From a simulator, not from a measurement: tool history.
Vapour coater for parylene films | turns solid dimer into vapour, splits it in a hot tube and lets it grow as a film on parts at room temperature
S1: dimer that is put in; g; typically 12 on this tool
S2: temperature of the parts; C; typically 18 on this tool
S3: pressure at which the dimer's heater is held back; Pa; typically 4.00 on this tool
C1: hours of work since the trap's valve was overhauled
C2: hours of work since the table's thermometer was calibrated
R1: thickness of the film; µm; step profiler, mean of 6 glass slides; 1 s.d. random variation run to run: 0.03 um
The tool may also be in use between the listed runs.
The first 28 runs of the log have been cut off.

run	day	S1	S2	S3	C1	C2	R1
29	16.008	7	13	2.26	77	568	4.06
30	16.775	7	13	2.26	87	578	4.08
31	17.521	7	13	2.26	97	588	4.07
32	18.004	19	13	2.26	103	594	11.07
33	18.742	8	24	4.00	112	603	2.89
34	19.283	6	12	2.50	119	610	3.62
35	19.754	9	12	4.00	125	616	5.20
36	20.238	7	24	4.00	131	622	2.49
37	20.900	7	11	11.56	140	631	3.82
38	21.571	14	12	3.47	148	639	8.08

Branching from run 38: 3 alternative next runs. What would each branch give?
A	22.329	17	16	11.15	158	649	?
B	22.329	6	27	4.00	158	649	?
C	22.329	7	30	3.26	158	649	?

run	R1
A	7.53
B	1.89
C	1.97
The same runs, with their run-to-run variation unchanged, on a tool lacking any hidden condition would have given:
run	R1
A	7.85
B	1.97
C	2.05
